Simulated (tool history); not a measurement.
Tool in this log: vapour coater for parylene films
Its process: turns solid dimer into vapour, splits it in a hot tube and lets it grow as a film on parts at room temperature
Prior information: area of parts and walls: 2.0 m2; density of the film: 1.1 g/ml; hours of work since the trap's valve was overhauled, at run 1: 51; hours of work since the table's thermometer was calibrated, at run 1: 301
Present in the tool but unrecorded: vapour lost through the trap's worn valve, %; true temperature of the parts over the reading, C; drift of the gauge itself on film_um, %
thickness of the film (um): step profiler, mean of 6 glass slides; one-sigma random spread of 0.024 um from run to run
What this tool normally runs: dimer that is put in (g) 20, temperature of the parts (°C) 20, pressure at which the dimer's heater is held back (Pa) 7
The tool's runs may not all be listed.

run,day,dimer that is put in (g),temperature of the parts (°C),pressure at which the dimer's heater is held back (Pa),hours of work since the trap's valve was overhauled,hours of work since the table's thermometer was calibrated,thickness of the film (um)
1,0,20,20,7,51,301,4.45
2,0.6,11,20,7,57,307,2.44
3,0.962,11,20,7,61,311,2.39
4,1.471,11,20,7,66,317,2.45
5,2.121,11,20,7,73,323,2.43
6,2.425,11,20,7,77,327,2.4
7,3.108,36,20,7,84,334,7.87
8,3.496,20,20,7,88,338,4.4
9,4.104,20,20,7,94,345,4.4
10,4.546,20,20,3.14,99,349,4.78
11,5.133,20,20,7,106,356,4.39
12,5.442,20,20,7,109,359,4.36
13,6.092,20,20,7,116,366,4.37
14,6.675,20,20,7,122,372,4.34
15,7.067,20,20,7,126,376,4.38
16,7.458,20,20,7,130,381,4.35
17,8.162,20,20,6.13,138,388,4.4
18,8.696,20,21,6.13,144,394,4.26
19,9.254,20,21,6.13,150,400,4.26
20,9.621,20,21,6.13,154,404,4.26
21,10.046,20,21,6.13,158,408,4.32
22,10.4,34,14,6.67,162,412,8.8
23,10.858,34,16,5.09,167,417,8.55
24,11.467,34,16,5.09,173,423,8.52
25,11.983,15,20,5.13,179,429,3.36

What does the tool deliver on the next run?
26,12.3,27,14,10.44,182,432,?

For run 26 the tool returned thickness of the film (um) 6.66.
If the tool had no hidden condition, the same run with the same run-to-run variation would have returned thickness of the film (um) 7.03.
